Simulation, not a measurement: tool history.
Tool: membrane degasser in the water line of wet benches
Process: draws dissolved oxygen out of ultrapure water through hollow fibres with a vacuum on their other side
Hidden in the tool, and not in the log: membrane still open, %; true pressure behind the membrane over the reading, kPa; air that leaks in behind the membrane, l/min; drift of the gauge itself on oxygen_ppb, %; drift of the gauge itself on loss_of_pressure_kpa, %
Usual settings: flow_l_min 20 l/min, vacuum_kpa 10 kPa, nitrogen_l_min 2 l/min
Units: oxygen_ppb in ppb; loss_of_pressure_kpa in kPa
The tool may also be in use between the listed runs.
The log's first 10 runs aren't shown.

| run | hour | flow_l_min | vacuum_kpa | nitrogen_l_min | hours since the membrane was changed | hours since the vacuum gauge was calibrated | hours since the vacuum lines were made tight | oxygen_ppb | loss_of_pressure_kpa |
|---|---|---|---|---|---|---|---|---|---|
| 11 | 733.8 | 20 | 10.3 | 2 | 2632 | 5079 | 7362 | 198.1 | 56.07 |
| 12 | 820.1 | 20 | 10.3 | 2 | 2719 | 5165 | 7449 | 194.4 | 55.28 |
| 13 | 863.5 | 20 | 10.3 | 2 | 2762 | 5209 | 7492 | 195.1 | 55.91 |
| 14 | 920.5 | 20 | 10.3 | 2 | 2819 | 5266 | 7549 | 197.4 | 55.58 |
| 15 | 1011.3 | 20 | 10 | 2 | 2910 | 5357 | 7640 | 189.1 | 55.76 |
| 16 | 1063 | 20 | 13.3 | 3.07 | 2962 | 5408 | 7692 | 187.5 | 55.92 |
| 17 | 1109.9 | 19 | 7 | 0.87 | 3009 | 5455 | 7739 | 209.2 | 52.77 |
| 18 | 1175.8 | 19 | 7 | 0.87 | 3074 | 5521 | 7804 | 211.8 | 53.05 |
| 19 | 1240.7 | 20 | 10.4 | 2 | 3139 | 5586 | 7869 | 198.1 | 55.62 |
| 20 | 1337.5 | 20 | 10 | 1.2 | 3236 | 5683 | 7966 | 279.5 | 55.07 |
| 21 | 1433.2 | 17 | 14.9 | 5.08 | 3332 | 5778 | 8062 | 118 | 47.18 |
| 22 | 1479.3 | 20 | 11.5 | 2 | 3378 | 5824 | 8108 | 223.6 | 55.38 |
| 23 | 1533.4 | 20 | 11.5 | 2 | 3432 | 5879 | 8162 | 223 | 55.8 |
| 24 | 1632.2 | 30 | 6.6 | 2 | 3531 | 5977 | 8261 | 182.6 | 83.79 |
| 25 | 1696.1 | 20 | 7 | 5.13 | 3595 | 6041 | 8325 | 67.4 | 55.81 |
| 26 | 1739.1 | 20 | 7 | 5.13 | 3638 | 6084 | 8368 | 68.4 | 56 |
| 27 | 1834.2 | 26 | 7.5 | 3.43 | 3733 | 6179 | 8463 | 127.1 | 72.48 |
| 28 | 1920.6 | 26 | 7.5 | 3.43 | 3819 | 6266 | 8549 | 129 | 72.96 |
| 29 | 1979.9 | 23 | 7.8 | 3.54 | 3879 | 6325 | 8609 | 113.2 | 63.99 |
| 30 | 2058.7 | 15 | 9.9 | 3.54 | 3957 | 6404 | 8687 | 88 | 41.96 |

3 ways to go on from here, each from the tool as it stands after run 30. What would each give?
| A | 2154.4 | 14 | 9.9 | 3.54 | 4053 | 6500 | 8783 | ? | ? |
| B | 2154.4 | 22 | 19 | 2 | 4053 | 6500 | 8783 | ? | ? |
| C | 2154.4 | 22 | 13.4 | 3.09 | 4053 | 6500 | 8783 | ? | ? |

| run | oxygen_ppb | loss_of_pressure_kpa |
|---|---|---|
| A | 81.5 | 38.89 |
| B | 435.8 | 61.09 |
| C | 209.7 | 61.14 |
Without the tool's hidden state the same runs would have given:
| run | oxygen_ppb | loss_of_pressure_kpa |
|---|---|---|
| A | 81.4 | 38.88 |
| B | 435.6 | 61.08 |
| C | 209.6 | 61.12 |
